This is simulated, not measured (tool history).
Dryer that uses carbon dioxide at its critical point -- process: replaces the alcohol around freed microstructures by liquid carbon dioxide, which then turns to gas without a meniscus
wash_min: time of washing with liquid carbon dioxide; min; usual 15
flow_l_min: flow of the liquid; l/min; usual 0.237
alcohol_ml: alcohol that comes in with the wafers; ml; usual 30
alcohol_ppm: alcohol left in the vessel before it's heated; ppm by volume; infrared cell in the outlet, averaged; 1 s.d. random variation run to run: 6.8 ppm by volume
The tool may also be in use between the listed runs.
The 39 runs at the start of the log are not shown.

| run | hour | wash_min | flow_l_min | alcohol_ml | hours of work since the filter was changed | hours of work since the purifier's bed was changed | alcohol_ppm |
|---|---|---|---|---|---|---|---|
| 40 | 1092.9 | 24 | 0.237 | 30 | 97 | 134 | 76 |
| 41 | 1129.2 | 24 | 0.143 | 30 | 116 | 153 | 479 |
| 42 | 1149.5 | 12 | 0.237 | 30 | 126 | 163 | 1064 |
| 43 | 1176.4 | 12 | 0.143 | 30 | 140 | 177 | 5267 |
| 44 | 1198.7 | 12 | 0.143 | 30 | 151 | 188 | 5230 |
| 45 | 1234.8 | 18 | 0.143 | 35 | 170 | 207 | 1890 |
| 46 | 1267.4 | 13 | 0.158 | 30 | 187 | 224 | 3423 |
| 47 | 1298.3 | 13 | 0.158 | 30 | 203 | 240 | 3334 |

Below are 4 alternative next runs, each starting from the tool's condition after run 47. Predict each:
| A | 1326.9 | 16 | 0.269 | 30 | 217 | 254 | ? |
| B | 1326.9 | 18 | 0.275 | 26 | 217 | 254 | ? |
| C | 1326.9 | 15 | 0.237 | 78 | 217 | 254 | ? |
| D | 1326.9 | 13 | 0.149 | 30 | 217 | 254 | ? |

| run | alcohol_ppm |
|---|---|
| A | 234 |
| B | 149 |
| C | 1086 |
| D | 4000 |
Without the tool's unlogged condition, the same runs would have read:
| run | alcohol_ppm |
|---|---|
| A | 103 |
| B | 41 |
| C | 789 |
| D | 3456 |
